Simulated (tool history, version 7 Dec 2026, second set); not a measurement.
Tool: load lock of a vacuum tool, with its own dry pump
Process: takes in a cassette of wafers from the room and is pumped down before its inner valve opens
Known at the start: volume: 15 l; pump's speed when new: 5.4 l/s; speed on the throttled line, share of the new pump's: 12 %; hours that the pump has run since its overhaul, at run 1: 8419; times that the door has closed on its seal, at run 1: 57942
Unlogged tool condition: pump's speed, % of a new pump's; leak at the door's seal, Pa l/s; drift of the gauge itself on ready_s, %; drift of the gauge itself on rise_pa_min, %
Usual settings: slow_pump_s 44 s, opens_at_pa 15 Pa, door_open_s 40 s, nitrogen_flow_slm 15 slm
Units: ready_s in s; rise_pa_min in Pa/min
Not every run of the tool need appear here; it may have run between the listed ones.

| run | hour | slow_pump_s | opens_at_pa | door_open_s | nitrogen_flow_slm | hours that the pump has run since its overhaul | times that the door has closed on its seal | incoming humidity of the room's air, % | ready_s | rise_pa_min |
|---|---|---|---|---|---|---|---|---|---|---|
| 1 | 0.0 | 44 | 15 | 40 | 15 | 8419 | 57942 | 42.0 | 65.2 | 0.383 |
| 2 | 307.1 | 44 | 15 | 40 | 15 | 8726 | 59466 | 46.4 | 65.3 | 0.413 |
| 3 | 744.9 | 44 | 15 | 40 | 15 | 9164 | 61640 | 46.0 | 65.3 | 0.429 |
| 4 | 1189.1 | 22 | 15 | 40 | 15 | 9608 | 63844 | 44.6 | 46.6 | 0.444 |
| 5 | 1726.2 | 22 | 15 | 40 | 15 | 10145 | 66511 | 44.4 | 46.2 | 0.468 |
| 6 | 2002.8 | 44 | 15 | 40 | 15 | 10422 | 67884 | 45.9 | 65.9 | 0.481 |
| 7 | 2499.6 | 44 | 15 | 40 | 15 | 10918 | 70350 | 42.9 | 66.4 | 0.495 |
| 8 | 2816.8 | 44 | 15 | 40 | 15 | 11236 | 71925 | 47.6 | 65.9 | 0.523 |
| 9 | 3265.7 | 44 | 25 | 40 | 15 | 11684 | 74153 | 44.8 | 65.0 | 0.530 |
|  | 3472.3 | door's seal changed, seat wiped |
| 10 | 3521.2 | 44 | 25 | 40 | 15 | 11938 | 243 | 48.0 | 64.4 | 0.072 |
| 11 | 3799.9 | 44 | 25 | 40 | 15 | 12217 | 1626 | 47.3 | 64.3 | 0.069 |
| 12 | 4321.2 | 44 | 25 | 40 | 15 | 12739 | 4214 | 41.7 | 64.2 | 0.069 |
| 13 | 4571.7 | 70 | 15 | 40 | 15 | 12989 | 5457 | 45.8 | 88.9 | 0.076 |
| 14 | 5110.3 | 70 | 15 | 40 | 15 | 13528 | 8131 | 47.7 | 89.0 | 0.088 |
| 15 | 5718.3 | 44 | 21 | 40 | 15 | 14136 | 11149 | 46.1 | 66.0 | 0.093 |
| 16 | 6196.5 | 44 | 21 | 40 | 15 | 14614 | 13523 | 49.6 | 65.7 | 0.107 |
| 17 | 6674.1 | 44 | 21 | 40 | 15 | 15091 | 15894 | 46.1 | 66.1 | 0.110 |
| 18 | 7167.3 | 46 | 15 | 40 | 15 | 15585 | 18342 | 46.5 | 68.5 | 0.115 |
| 19 | 7599.1 | 46 | 15 | 40 | 15 | 16016 | 20486 | 46.7 | 68.9 | 0.135 |
| 20 | 7993.7 | 37 | 15 | 40 | 15 | 16411 | 22445 | 45.1 | 61.4 | 0.136 |
| 21 | 8535.8 | 31 | 12 | 51 | 9 | 16953 | 25136 | 45.0 | 57.4 | 0.166 |
| 22 | 8928.7 | 31 | 12 | 51 | 9 | 17346 | 27086 | 42.2 | 57.4 | 0.173 |
| 23 | 9347.3 | 31 | 12 | 51 | 9 | 17765 | 29164 | 43.0 | 57.3 | 0.180 |
| 24 | 9642.4 | 31 | 12 | 51 | 9 | 18060 | 30629 | 47.8 | 57.4 | 0.200 |
| 25 | 10237.6 | 81 | 17 | 72 | 5 | 18655 | 33583 | 48.7 | 98.8 | 0.238 |
| 26 | 10604.6 | 28 | 14 | 47 | 13 | 19022 | 35405 | 45.6 | 55.0 | 0.215 |
| 27 | 11123.6 | 72 | 17 | 143 | 11 | 19541 | 37982 | 44.2 | 91.7 | 0.264 |
| 28 | 11641.6 | 45 | 17 | 125 | 11 | 20059 | 40553 | 44.3 | 68.9 | 0.268 |
| 29 | 12051.7 | 45 | 17 | 125 | 11 | 20469 | 42589 | 46.4 | 69.2 | 0.284 |
| 30 | 12468.3 | 45 | 17 | 125 | 11 | 20886 | 44657 | 42.9 | 69.7 | 0.298 |
|  | 12653.4 | dry pump taken out, an overhauled one fitted |
| 31 | 12968.8 | 44 | 24 | 139 | 15 | 315 | 47112 | 42.5 | 61.6 | 0.310 |
| 32 | 13561.0 | 44 | 24 | 139 | 15 | 908 | 50051 | 42.7 | 62.2 | 0.332 |
| 33 | 13957.9 | 80 | 11 | 40 | 15 | 1305 | 52022 | 41.3 | 96.4 | 0.316 |
| 34 | 14272.3 | 44 | 25 | 40 | 15 | 1619 | 53582 | 42.4 | 62.1 | 0.324 |
| 35 | 14843.7 | 44 | 19 | 40 | 6 | 2190 | 56419 | 44.5 | 62.9 | 0.377 |
| 36 | 15244.5 | 49 | 18 | 237 | 15 | 2591 | 58408 | 43.7 | 67.8 | 0.411 |

Some steps in ready_s, run to run, broken into two amounts with sign: the step expected even without the hidden condition (settings, incoming material, random variation), and the rest, left for the hidden condition together with whatever gauge scatter is not in both the measured and the hidden-condition-free result:
Run 24 -> 25: slow_pump_s 31 -> 81, opens_at_pa 12 -> 17, door_open_s 51 -> 72, nitrogen_flow_slm 9 -> 5. ready_s +41.4 s: hidden state -1.5, all else +42.9.
Run 25 -> 26: slow_pump_s 81 -> 28, opens_at_pa 17 -> 14, door_open_s 72 -> 47, nitrogen_flow_slm 5 -> 13. ready_s -43.8 s: hidden state +1.9, all else -45.7.
Run 26 -> 27: slow_pump_s 28 -> 72, opens_at_pa 14 -> 17, door_open_s 47 -> 143, nitrogen_flow_slm 13 -> 11. ready_s +36.7 s: hidden state -1.4, all else +38.1.
Run 30 -> 31: slow_pump_s 45 -> 44, opens_at_pa 17 -> 24, door_open_s 125 -> 139, nitrogen_flow_slm 11 -> 15, dry pump taken out, an overhauled one fitted. ready_s -8.1 s: hidden state -5.6, all else -2.5.

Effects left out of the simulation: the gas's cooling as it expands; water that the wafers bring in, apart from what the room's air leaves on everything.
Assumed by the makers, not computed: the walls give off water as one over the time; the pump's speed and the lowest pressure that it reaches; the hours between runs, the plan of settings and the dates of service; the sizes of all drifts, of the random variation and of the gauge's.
